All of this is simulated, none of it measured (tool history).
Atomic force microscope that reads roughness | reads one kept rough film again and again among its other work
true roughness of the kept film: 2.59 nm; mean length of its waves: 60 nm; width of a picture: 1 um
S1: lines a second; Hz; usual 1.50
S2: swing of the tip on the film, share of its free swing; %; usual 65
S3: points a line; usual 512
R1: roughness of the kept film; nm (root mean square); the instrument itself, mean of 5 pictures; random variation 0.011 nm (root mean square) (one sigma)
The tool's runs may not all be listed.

run,hour,S1,S2,S3,R1
1,0.0,1.50,65,512,2.478
2,21.6,1.50,65,512,2.461
3,41.4,1.30,65,512,2.465
4,56.2,1.30,65,512,2.458
5,66.8,1.30,65,512,2.454
6,78.0,1.50,65,512,2.467
# hour 96.1: new tip fitted
7,100.0,1.50,65,512,2.466
8,121.1,1.50,65,512,2.451
9,140.9,1.50,65,512,2.456
10,156.2,1.50,82,983,2.365
11,176.3,1.87,90,434,2.241
12,189.5,3.88,59,512,2.412
13,203.0,2.09,65,617,2.424
14,215.1,2.09,65,617,2.429
15,235.5,0.68,57,266,2.485

Forecast each of these 5 alternatives for the next run:
A,256.8,1.50,60,257,?
B,256.8,1.14,65,491,?
C,256.8,1.61,56,350,?
D,256.8,3.75,57,514,?
E,256.8,0.68,79,266,?

run,R1
A,2.490
B,2.480
C,2.503
D,2.431
E,2.463
Without the tool's hidden state the same runs would have given:
run,R1
A,2.494
B,2.485
C,2.508
D,2.436
E,2.467
